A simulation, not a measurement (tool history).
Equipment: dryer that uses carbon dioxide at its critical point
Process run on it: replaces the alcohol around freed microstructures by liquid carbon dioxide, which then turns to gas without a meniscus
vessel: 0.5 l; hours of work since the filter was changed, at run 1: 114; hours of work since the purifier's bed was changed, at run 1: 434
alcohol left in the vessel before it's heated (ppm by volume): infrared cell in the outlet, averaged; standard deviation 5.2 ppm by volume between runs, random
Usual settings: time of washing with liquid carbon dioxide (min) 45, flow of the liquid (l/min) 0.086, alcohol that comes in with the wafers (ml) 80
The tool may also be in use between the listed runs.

| run | hour | time of washing with liquid carbon dioxide (min) | flow of the liquid (l/min) | alcohol that comes in with the wafers (ml) | hours of work since the filter was changed | hours of work since the purifier's bed was changed | alcohol left in the vessel before it's heated (ppm by volume) |
|---|---|---|---|---|---|---|---|
| 1 | 0 | 45 | 0.086 | 80 | 114 | 434 | 195 |
| 2 | 29.2 | 45 | 0.086 | 80 | 129 | 449 | 209 |
| 3 | 53.4 | 45 | 0.086 | 80 | 142 | 462 | 225 |
| 4 | 92.8 | 45 | 0.086 | 80 | 163 | 483 | 233 |
| 5 | 133.1 | 45 | 0.086 | 80 | 184 | 505 | 256 |
| 6 | 177.8 | 45 | 0.1405 | 80 | 208 | 528 | 50 |
| 7 | 200 | 45 | 0.1405 | 80 | 220 | 540 | 56 |
| 8 | 231 | 45 | 0.0768 | 80 | 236 | 557 | 546 |
| 9 | 252.6 | 45 | 0.0522 | 80 | 248 | 568 | 3100 |
| 10 | 280.4 | 34 | 0.0522 | 80 | 263 | 583 | 8432 |
|  | 287.6 | inlet filter changed |
| 11 | 312.3 | 46 | 0.086 | 80 | 13 | 599 | 149 |
| 12 | 350.2 | 45 | 0.086 | 80 | 33 | 619 | 170 |
| 13 | 381.8 | 45 | 0.086 | 74 | 50 | 636 | 170 |
| 14 | 426 | 45 | 0.086 | 74 | 73 | 660 | 189 |
| 15 | 450.1 | 45 | 0.086 | 74 | 86 | 672 | 201 |
| 16 | 491.9 | 45 | 0.086 | 74 | 108 | 694 | 212 |
| 17 | 513.3 | 45 | 0.086 | 74 | 120 | 706 | 216 |
| 18 | 547.4 | 45 | 0.086 | 74 | 138 | 724 | 224 |
| 19 | 568 | 45 | 0.086 | 80 | 149 | 735 | 256 |
| 20 | 610.9 | 45 | 0.086 | 22 | 172 | 758 | 132 |
| 21 | 638.2 | 45 | 0.086 | 22 | 186 | 772 | 120 |
| 22 | 667.6 | 45 | 0.1113 | 22 | 202 | 788 | 80 |
| 23 | 707.1 | 45 | 0.0875 | 22 | 223 | 809 | 130 |
| 24 | 742.7 | 63 | 0.0875 | 26 | 242 | 828 | 88 |
|  | 789.7 | inlet filter changed |
| 25 | 789.7 | 40 | 0.0749 | 26 | 0 | 852 | 243 |
| 26 | 820.6 | 50 | 0.119 | 80 | 16 | 868 | 87 |
| 27 | 844.4 | 68 | 0.081 | 57 | 29 | 881 | 90 |
| 28 | 889.2 | 51 | 0.1217 | 26 | 53 | 905 | 88 |
| 29 | 929 | 27 | 0.1424 | 119 | 74 | 926 | 294 |
| 30 | 975 | 45 | 0.0816 | 80 | 98 | 950 | 302 |
| 31 | 1003.1 | 45 | 0.0816 | 80 | 113 | 965 | 294 |
| 32 | 1042.2 | 45 | 0.0816 | 80 | 134 | 986 | 321 |

Expected results for the next run?
| 33 | 1087.1 | 45 | 0.086 | 93 | 158 | 1010 | ? |

alcohol left in the vessel before it's heated (ppm by volume): 299
With the hidden condition absent and the run-to-run variation left alone, this run would have shown alcohol left in the vessel before it's heated (ppm by volume) 115.
